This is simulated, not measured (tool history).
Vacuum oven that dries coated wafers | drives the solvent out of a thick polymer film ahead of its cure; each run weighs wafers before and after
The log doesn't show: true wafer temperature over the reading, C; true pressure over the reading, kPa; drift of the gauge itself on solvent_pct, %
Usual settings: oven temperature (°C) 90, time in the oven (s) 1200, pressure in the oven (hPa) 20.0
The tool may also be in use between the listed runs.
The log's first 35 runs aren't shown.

run,hour,oven temperature (°C),time in the oven (s),pressure in the oven (hPa),hours of work since the thermocouples were calibrated,hours of work since the vacuum gauge was cleaned of residue,solvent left in the film (%)
36,780.7,82,960,25.0,867,1190,5.69
37,804.9,82,1800,22.9,884,1207,2.88
38,820.6,77,1800,12.7,895,1218,3.42
39,847.0,77,1800,12.7,914,1237,3.43
40,861.1,96,1980,12.7,924,1247,0.82
41,878.4,90,1980,17.9,936,1259,1.38
42,902.4,96,600,17.9,953,1276,3.15
43,928.8,101,780,10.8,972,1294,1.02
44,958.9,85,1260,11.2,993,1316,2.51
45,989.1,77,1260,13.7,1014,1337,5.30
46,1014.4,77,1860,73.7,1032,1355,8.11
47,1041.3,77,1860,73.7,1051,1374,8.18
48,1055.7,103,840,33.4,1061,1384,1.51

Forecast each of these 3 alternatives for the next run:
A,1082.8,90,900,20.0,1080,1403,?
B,1082.8,83,1200,15.7,1080,1403,?
C,1082.8,90,1140,13.4,1080,1403,?

run,solvent left in the film (%)
A,3.04
B,3.66
C,1.93
Without the tool's hidden state the same runs would have given:
run,solvent left in the film (%)
A,3.11
B,3.70
C,1.86
